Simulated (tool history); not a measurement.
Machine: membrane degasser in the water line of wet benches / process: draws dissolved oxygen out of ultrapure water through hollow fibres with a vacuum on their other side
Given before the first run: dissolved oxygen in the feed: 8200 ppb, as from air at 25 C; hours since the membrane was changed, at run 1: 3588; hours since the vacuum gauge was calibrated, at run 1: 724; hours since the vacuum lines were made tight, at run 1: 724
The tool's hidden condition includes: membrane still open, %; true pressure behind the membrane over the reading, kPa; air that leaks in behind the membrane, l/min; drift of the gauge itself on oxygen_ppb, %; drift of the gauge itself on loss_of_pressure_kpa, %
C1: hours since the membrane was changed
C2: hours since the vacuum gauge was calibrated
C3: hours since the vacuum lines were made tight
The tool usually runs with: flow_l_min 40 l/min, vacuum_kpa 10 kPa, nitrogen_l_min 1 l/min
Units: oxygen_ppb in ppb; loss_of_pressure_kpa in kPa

run 1 day=0 | flow_l_min=40 vacuum_kpa=10 nitrogen_l_min=1 | C1=3588 C2=724 C3=724 | oxygen_ppb=566.8 loss_of_pressure_kpa=26.97
run 2 day=5.821 | flow_l_min=40 vacuum_kpa=7 nitrogen_l_min=1 | C1=3728 C2=864 C3=864 | oxygen_ppb=352.4 loss_of_pressure_kpa=27
run 3 day=11.592 | flow_l_min=40 vacuum_kpa=7 nitrogen_l_min=1 | C1=3866 C2=1002 C3=1002 | oxygen_ppb=360.5 loss_of_pressure_kpa=27.03
run 4 day=16.642 | flow_l_min=40 vacuum_kpa=7 nitrogen_l_min=1 | C1=3987 C2=1124 C3=1124 | oxygen_ppb=362.3 loss_of_pressure_kpa=27.16
run 5 day=21.133 | flow_l_min=40 vacuum_kpa=17.3 nitrogen_l_min=1 | C1=4095 C2=1231 C3=1231 | oxygen_ppb=1080.3 loss_of_pressure_kpa=27.16
run 6 day=24.517 | flow_l_min=40 vacuum_kpa=17.3 nitrogen_l_min=1 | C1=4176 C2=1313 C3=1313 | oxygen_ppb=1079.4 loss_of_pressure_kpa=27.18
run 7 day=28.108 | flow_l_min=40 vacuum_kpa=17.3 nitrogen_l_min=1 | C1=4263 C2=1399 C3=1399 | oxygen_ppb=1080.9 loss_of_pressure_kpa=26.79
run 8 day=33.625 | flow_l_min=40 vacuum_kpa=17.3 nitrogen_l_min=1 | C1=4395 C2=1531 C3=1531 | oxygen_ppb=1063.5 loss_of_pressure_kpa=27.51
run 9 day=39.046 | flow_l_min=40 vacuum_kpa=17.3 nitrogen_l_min=1 | C1=4525 C2=1661 C3=1661 | oxygen_ppb=1076 loss_of_pressure_kpa=27.17
run 10 day=45.892 | flow_l_min=40 vacuum_kpa=10 nitrogen_l_min=0.57 | C1=4689 C2=1825 C3=1825 | oxygen_ppb=836.1 loss_of_pressure_kpa=27.27
run 11 day=50.529 | flow_l_min=40 vacuum_kpa=10 nitrogen_l_min=0.57 | C1=4801 C2=1937 C3=1937 | oxygen_ppb=820.4 loss_of_pressure_kpa=27.58
run 12 day=53.492 | flow_l_min=40 vacuum_kpa=10 nitrogen_l_min=1.11 | C1=4872 C2=2008 C3=2008 | oxygen_ppb=541.7 loss_of_pressure_kpa=26.94
run 13 day=57.95 | flow_l_min=40 vacuum_kpa=10 nitrogen_l_min=1.11 | C1=4979 C2=2115 C3=2115 | oxygen_ppb=540.6 loss_of_pressure_kpa=27.27
run 14 day=63.812 | flow_l_min=40 vacuum_kpa=10 nitrogen_l_min=1.11 | C1=5120 C2=2256 C3=2256 | oxygen_ppb=545.4 loss_of_pressure_kpa=27.2
run 15 day=69.746 | flow_l_min=40 vacuum_kpa=10 nitrogen_l_min=1 | C1=5262 C2=2398 C3=2398 | oxygen_ppb=584.1 loss_of_pressure_kpa=27.68
run 16 day=72.725 | flow_l_min=40 vacuum_kpa=10 nitrogen_l_min=1 | C1=5333 C2=2470 C3=2470 | oxygen_ppb=588.3 loss_of_pressure_kpa=27.53
run 17 day=78.446 | flow_l_min=28 vacuum_kpa=7.7 nitrogen_l_min=1.14 | C1=5471 C2=2607 C3=2607 | oxygen_ppb=278.6 loss_of_pressure_kpa=19.28
run 18 day=81.921 | flow_l_min=35 vacuum_kpa=18.2 nitrogen_l_min=1.23 | C1=5554 C2=2690 C3=2690 | oxygen_ppb=884.5 loss_of_pressure_kpa=24.16
run 19 day=87.362 | flow_l_min=33 vacuum_kpa=6.1 nitrogen_l_min=1.86 | C1=5685 C2=2821 C3=2821 | oxygen_ppb=168.4 loss_of_pressure_kpa=22.52
run 20 day=93.517 | flow_l_min=48 vacuum_kpa=12.9 nitrogen_l_min=2.58 | C1=5832 C2=2969 C3=2969 | oxygen_ppb=481.1 loss_of_pressure_kpa=32.74
run 21 day=100.192 | flow_l_min=48 vacuum_kpa=12.9 nitrogen_l_min=2.58 | C1=5993 C2=3129 C3=3129 | oxygen_ppb=480.9 loss_of_pressure_kpa=32.91
run 22 day=104.629 | flow_l_min=48 vacuum_kpa=12.9 nitrogen_l_min=2.58 | C1=6099 C2=3235 C3=3235 | oxygen_ppb=478.8 loss_of_pressure_kpa=32.82
run 23 day=111.488 | flow_l_min=51 vacuum_kpa=7.4 nitrogen_l_min=2.26 | C1=6264 C2=3400 C3=3400 | oxygen_ppb=310.4 loss_of_pressure_kpa=35.17
run 24 day=116.779 | flow_l_min=28 vacuum_kpa=15.4 nitrogen_l_min=1.44 | C1=6391 C2=3527 C3=3527 | oxygen_ppb=540.4 loss_of_pressure_kpa=19.46
run 25 day=122.546 | flow_l_min=28 vacuum_kpa=15.4 nitrogen_l_min=1.44 | C1=6529 C2=3665 C3=3665 | oxygen_ppb=547.3 loss_of_pressure_kpa=19.51
run 26 day=126.442 | flow_l_min=39 vacuum_kpa=15 nitrogen_l_min=1.33 | C1=6623 C2=3759 C3=3759 | oxygen_ppb=766.9 loss_of_pressure_kpa=26.85
run 27 day=133.254 | flow_l_min=27 vacuum_kpa=11.1 nitrogen_l_min=1 | C1=6786 C2=3922 C3=3922 | oxygen_ppb=493 loss_of_pressure_kpa=18.52
run 28 day=139.979 | flow_l_min=43 vacuum_kpa=6.9 nitrogen_l_min=1.22 | C1=6947 C2=4084 C3=4084 | oxygen_ppb=353.6 loss_of_pressure_kpa=29.49
run 29 day=143.571 | flow_l_min=40 vacuum_kpa=10 nitrogen_l_min=1.66 | C1=7034 C2=4170 C3=4170 | oxygen_ppb=425.8 loss_of_pressure_kpa=27.8
run 30 day=147.1 | flow_l_min=34 vacuum_kpa=11.3 nitrogen_l_min=0.99 | C1=7118 C2=4255 C3=4255 | oxygen_ppb=615.7 loss_of_pressure_kpa=23.55
-- day=152.142 seals of the vacuum lines changed
run 31 day=153.546 | flow_l_min=28 vacuum_kpa=10 nitrogen_l_min=1.96 | C1=7271 C2=4407 C3=34 | oxygen_ppb=266.4 loss_of_pressure_kpa=19.2
run 32 day=157.129 | flow_l_min=39 vacuum_kpa=10 nitrogen_l_min=0.81 | C1=7357 C2=4493 C3=120 | oxygen_ppb=674.9 loss_of_pressure_kpa=27.17

Difference, measured minus no-hidden-state, one row per run. Run-to-run variation is common to both terms; the gauge's own scatter need not be:
run=1 oxygen_ppb=+7.1 loss_of_pressure_kpa=+0.74
run=2 oxygen_ppb=+8.7 loss_of_pressure_kpa=+0.77
run=3 oxygen_ppb=+10 loss_of_pressure_kpa=+0.8
run=4 oxygen_ppb=+11.2 loss_of_pressure_kpa=+0.83
run=5 oxygen_ppb=+10.4 loss_of_pressure_kpa=+0.85
run=6 oxygen_ppb=+11.1 loss_of_pressure_kpa=+0.87
run=7 oxygen_ppb=+11.9 loss_of_pressure_kpa=+0.88
run=8 oxygen_ppb=+12.7 loss_of_pressure_kpa=+0.93
run=9 oxygen_ppb=+13.9 loss_of_pressure_kpa=+0.95
run=10 oxygen_ppb=+18.8 loss_of_pressure_kpa=+0.98
run=11 oxygen_ppb=+19.7 loss_of_pressure_kpa=+1.01
run=12 oxygen_ppb=+17.9 loss_of_pressure_kpa=+1.03
run=13 oxygen_ppb=+18.6 loss_of_pressure_kpa=+1.06
run=14 oxygen_ppb=+19.9 loss_of_pressure_kpa=+1.09
run=15 oxygen_ppb=+21.5 loss_of_pressure_kpa=+1.12
run=16 oxygen_ppb=+22.2 loss_of_pressure_kpa=+1.13
run=17 oxygen_ppb=+16.3 loss_of_pressure_kpa=+0.81
run=18 oxygen_ppb=+18.7 loss_of_pressure_kpa=+1.04
run=19 oxygen_ppb=+17.4 loss_of_pressure_kpa=+1
run=20 oxygen_ppb=+24 loss_of_pressure_kpa=+1.5
run=21 oxygen_ppb=+25 loss_of_pressure_kpa=+1.55
run=22 oxygen_ppb=+25.5 loss_of_pressure_kpa=+1.57
run=23 oxygen_ppb=+30.6 loss_of_pressure_kpa=+1.73
run=24 oxygen_ppb=+19 loss_of_pressure_kpa=+0.97
run=25 oxygen_ppb=+20 loss_of_pressure_kpa=+0.99
run=26 oxygen_ppb=+28.6 loss_of_pressure_kpa=+1.4
run=27 oxygen_ppb=+24.6 loss_of_pressure_kpa=+0.99
run=28 oxygen_ppb=+37.2 loss_of_pressure_kpa=+1.62
run=29 oxygen_ppb=+31 loss_of_pressure_kpa=+1.54
run=30 oxygen_ppb=+32.6 loss_of_pressure_kpa=+1.31
run=31 oxygen_ppb=+20.7 loss_of_pressure_kpa=+1.11
run=32 oxygen_ppb=+41.7 loss_of_pressure_kpa=+1.57

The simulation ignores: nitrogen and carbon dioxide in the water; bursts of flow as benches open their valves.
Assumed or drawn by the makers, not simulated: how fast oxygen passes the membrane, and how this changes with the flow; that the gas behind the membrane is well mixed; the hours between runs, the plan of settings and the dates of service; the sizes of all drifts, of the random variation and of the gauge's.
